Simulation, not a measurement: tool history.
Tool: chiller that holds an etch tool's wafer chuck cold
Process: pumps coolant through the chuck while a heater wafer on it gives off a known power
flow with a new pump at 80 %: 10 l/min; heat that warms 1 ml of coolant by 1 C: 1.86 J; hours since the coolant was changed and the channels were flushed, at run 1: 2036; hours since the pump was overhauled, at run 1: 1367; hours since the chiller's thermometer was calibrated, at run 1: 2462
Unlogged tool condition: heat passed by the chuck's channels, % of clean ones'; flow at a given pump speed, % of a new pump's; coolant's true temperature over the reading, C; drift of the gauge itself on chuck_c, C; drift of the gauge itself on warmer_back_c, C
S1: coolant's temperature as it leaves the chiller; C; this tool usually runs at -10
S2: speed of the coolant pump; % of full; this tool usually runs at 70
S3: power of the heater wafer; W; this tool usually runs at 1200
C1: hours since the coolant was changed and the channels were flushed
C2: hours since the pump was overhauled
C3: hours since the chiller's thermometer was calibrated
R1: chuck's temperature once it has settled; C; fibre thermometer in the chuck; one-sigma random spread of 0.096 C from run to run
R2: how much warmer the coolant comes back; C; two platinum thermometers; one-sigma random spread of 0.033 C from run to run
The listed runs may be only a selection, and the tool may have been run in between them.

run 1 hour=0 | S1=-10 S2=70 S3=1200 | C1=2036 C2=1367 C3=2462 | R1=-1.01 R2=4.51
run 2 hour=35.2 | S1=-10 S2=70 S3=1200 | C1=2071 C2=1403 C3=2497 | R1=-1.13 R2=4.5
run 3 hour=78.1 | S1=-10 S2=70 S3=1200 | C1=2114 C2=1445 C3=2540 | R1=-1.1 R2=4.5
run 4 hour=122.5 | S1=-10 S2=70 S3=1200 | C1=2159 C2=1490 C3=2584 | R1=-1.02 R2=4.59
run 5 hour=152.4 | S1=-10 S2=70 S3=1200 | C1=2189 C2=1520 C3=2614 | R1=-0.89 R2=4.49
-- hour=156.7 chiller's thermometer calibrated
run 6 hour=179.4 | S1=-10 S2=91 S3=1200 | C1=2215 C2=1546 C3=23 | R1=-2.61 R2=3.44
run 7 hour=224.1 | S1=-10 S2=61 S3=1200 | C1=2259 C2=1590 C3=67 | R1=-0.13 R2=5.24
-- hour=244 chiller's thermometer calibrated, once more
run 8 hour=247 | S1=-10 S2=61 S3=1200 | C1=2281 C2=1612 C3=3 | R1=0.16 R2=5.27
run 9 hour=271.8 | S1=-10 S2=96 S3=1429 | C1=2306 C2=1637 C3=28 | R1=-0.88 R2=3.86
run 10 hour=312.9 | S1=-4 S2=73 S3=736 | C1=2347 C2=1678 C3=69 | R1=1.66 R2=2.65
run 11 hour=341.2 | S1=-4 S2=73 S3=736 | C1=2375 C2=1707 C3=97 | R1=1.56 R2=2.64
run 12 hour=371.4 | S1=-10 S2=78 S3=1200 | C1=2406 C2=1737 C3=127 | R1=-1.38 R2=4.05
run 13 hour=406.3 | S1=-3 S2=70 S3=1200 | C1=2440 C2=1772 C3=162 | R1=6.05 R2=4.52
run 14 hour=427.6 | S1=-11 S2=70 S3=1200 | C1=2462 C2=1793 C3=184 | R1=-1.72 R2=4.53

Measured result minus the same run's result without the hidden state. Both carry the same run-to-run variation, though not necessarily the same gauge scatter:
run=1 R1=+0.15 R2=+0.06
run=2 R1=+0.15 R2=+0.06
run=3 R1=+0.15 R2=+0.06
run=4 R1=+0.17 R2=+0.06
run=5 R1=+0.17 R2=+0.06
run=6 R1=+0.07 R2=+0.05
run=7 R1=+0.17 R2=+0.08
run=8 R1=+0.53 R2=+0.08
run=9 R1=+0.5 R2=+0.06
run=10 R1=+0.31 R2=+0.04
run=11 R1=+0.31 R2=+0.04
run=12 R1=+0.48 R2=+0.06
run=13 R1=+0.52 R2=+0.08
run=14 R1=+0.52 R2=+0.08
